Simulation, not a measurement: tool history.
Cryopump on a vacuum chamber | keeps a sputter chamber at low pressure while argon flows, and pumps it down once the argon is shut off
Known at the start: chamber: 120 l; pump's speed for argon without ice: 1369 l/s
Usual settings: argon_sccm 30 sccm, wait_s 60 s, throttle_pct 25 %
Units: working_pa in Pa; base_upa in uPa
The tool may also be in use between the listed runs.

run   hour  argon_sccm  wait_s  throttle_pct  working_pa  base_upa
  1      0          30      60            25      0.1491      3.77
  2   18.7          48      60            25      0.2371      3.85
  3   37.9          48      60            25      0.2386      3.81
  4   54.2          30      60            23      0.1627      3.87
  5   67.7          30      60            23      0.1606      3.76
  6   83.1          30      60            25      0.1495      3.86
  7   99.4          30      60            25      0.1494      3.84
  8    119          30      60            25      0.1491      3.82
  9  140.2          24      60            25      0.1187      3.81
 10  160.5          24      60            25      0.1197      3.79
 11  179.9          24      60            25      0.1197      3.88
 12  191.5          30      60            25      0.1497      3.83
 13  212.2          17      60            25      0.0849      3.91
 14  225.2          17      60            25      0.0845      3.84
 15  240.2          17      60            25      0.0846      3.88
 16  261.4          17      60            25      0.0849      3.94
 17  275.3          17      60            25      0.0845      3.98
 18  294.6          17      60            25      0.0851      4.04
 19  311.5          20     186            49      0.0512      2.76
 20    331          40     186            44      0.1149      2.86
 21  349.7          18      67            27      0.0837      3.75
 22  361.2          18      67            27      0.0841      3.93
 23  373.8          18      67            27      0.0827       3.8
 24  388.8          18      95            27      0.0842      3.42
 25  409.1          30      60            19      0.1968      4.16
 26    425          30      60            19      0.1966      4.08
 27  444.6          14     118            41      0.0434      3.19
 28  455.7          30      32            48      0.0805      5.74
 29  469.6          49     272            25      0.2448      2.86
       478  -- leaking fittings of the chamber tightened, without venting
 30  482.7          15      85            25      0.0758      1.59
 31  497.8          15      85            25      0.0747      1.53
 32  511.1          23     298            32      0.0914      0.68
 33  528.5          58      62            47      0.1578      2.03
 34  538.6          58      62            47      0.1597      2.07

3 ways to go on from here, each from the tool as it stands after run 34. What would each give?
  A  553.8          30      46            40           ?         ?
  B  553.8          32      62            47           ?         ?
  C  553.8          18      25            25           ?         ?

run  working_pa  base_upa
  A       0.097      2.64
  B      0.0872       2.1
  C      0.0917      4.65
Without the tool's hidden state the same runs would have given:
run  working_pa  base_upa
  A      0.0936      2.54
  B      0.0837      1.99
  C      0.0896      4.55
